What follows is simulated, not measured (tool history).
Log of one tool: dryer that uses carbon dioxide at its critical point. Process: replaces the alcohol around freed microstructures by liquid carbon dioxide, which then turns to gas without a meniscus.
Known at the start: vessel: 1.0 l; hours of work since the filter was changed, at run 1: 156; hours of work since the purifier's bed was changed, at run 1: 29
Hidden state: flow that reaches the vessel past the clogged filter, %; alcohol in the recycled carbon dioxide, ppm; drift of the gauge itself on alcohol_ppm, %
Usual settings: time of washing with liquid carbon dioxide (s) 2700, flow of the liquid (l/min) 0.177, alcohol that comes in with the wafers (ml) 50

| run | day | time of washing with liquid carbon dioxide (s) | flow of the liquid (l/min) | alcohol that comes in with the wafers (ml) | hours of work since the filter was changed | hours of work since the purifier's bed was changed | alcohol left in the vessel before it's heated (ppm by volume) |
|---|---|---|---|---|---|---|---|
| 1 | 0 | 2700 | 0.177 | 50 | 156 | 29 | 41 |
| 2 | 0.396 | 2700 | 0.177 | 50 | 160 | 34 | 41 |
| 3 | 0.621 | 3480 | 0.177 | 50 | 163 | 36 | 16 |
| 4 | 0.821 | 3480 | 0.177 | 50 | 165 | 38 | 16 |
| 5 | 1.288 | 3480 | 0.177 | 50 | 170 | 44 | 14 |
| 6 | 1.721 | 3480 | 0.177 | 50 | 175 | 49 | 14 |
| 7 | 2.121 | 3480 | 0.177 | 111 | 180 | 53 | 25 |
| 8 | 2.467 | 3480 | 0.177 | 111 | 184 | 57 | 25 |
| 9 | 2.779 | 2700 | 0.132 | 50 | 187 | 61 | 232 |
| 10 | 3.012 | 2700 | 0.132 | 50 | 190 | 63 | 222 |
| 11 | 3.204 | 2700 | 0.132 | 50 | 192 | 65 | 225 |
| 12 | 3.508 | 1680 | 0.178 | 35 | 195 | 69 | 376 |
| 13 | 3.912 | 2700 | 0.177 | 57 | 200 | 73 | 66 |
| 14 | 4.321 | 3780 | 0.159 | 50 | 205 | 78 | 28 |
| 15 | 4.612 | 1680 | 0.169 | 30 | 208 | 81 | 430 |
| 16 | 5.075 | 3840 | 0.142 | 28 | 213 | 86 | 26 |
| 17 | 5.292 | 1680 | 0.23 | 39 | 216 | 89 | 147 |
| 18 | 5.496 | 2160 | 0.236 | 115 | 218 | 91 | 71 |
| 19 | 5.871 | 2940 | 0.172 | 111 | 222 | 95 | 75 |
| 20 | 6.175 | 2280 | 0.226 | 36 | 226 | 99 | 39 |
| 21 | 6.604 | 1800 | 0.187 | 50 | 230 | 104 | 350 |

Forecast each of these 5 alternatives for the next run:
| A | 7.017 | 3720 | 0.298 | 50 | 235 | 108 | ? |
| B | 7.017 | 4080 | 0.172 | 50 | 235 | 108 | ? |
| C | 7.017 | 2700 | 0.148 | 50 | 235 | 108 | ? |
| D | 7.017 | 2700 | 0.2 | 81 | 235 | 108 | ? |
| E | 7.017 | 1860 | 0.28 | 27 | 235 | 108 | ? |

| run | alcohol left in the vessel before it's heated (ppm by volume) |
|---|---|
| A | 25 |
| B | 26 |
| C | 137 |
| D | 48 |
| E | 30 |
Without the tool's hidden state the same runs would have given:
| run | alcohol left in the vessel before it's heated (ppm by volume) |
|---|---|
| A | 7 |
| B | 6 |
| C | 75 |
| D | 16 |
| E | 6 |
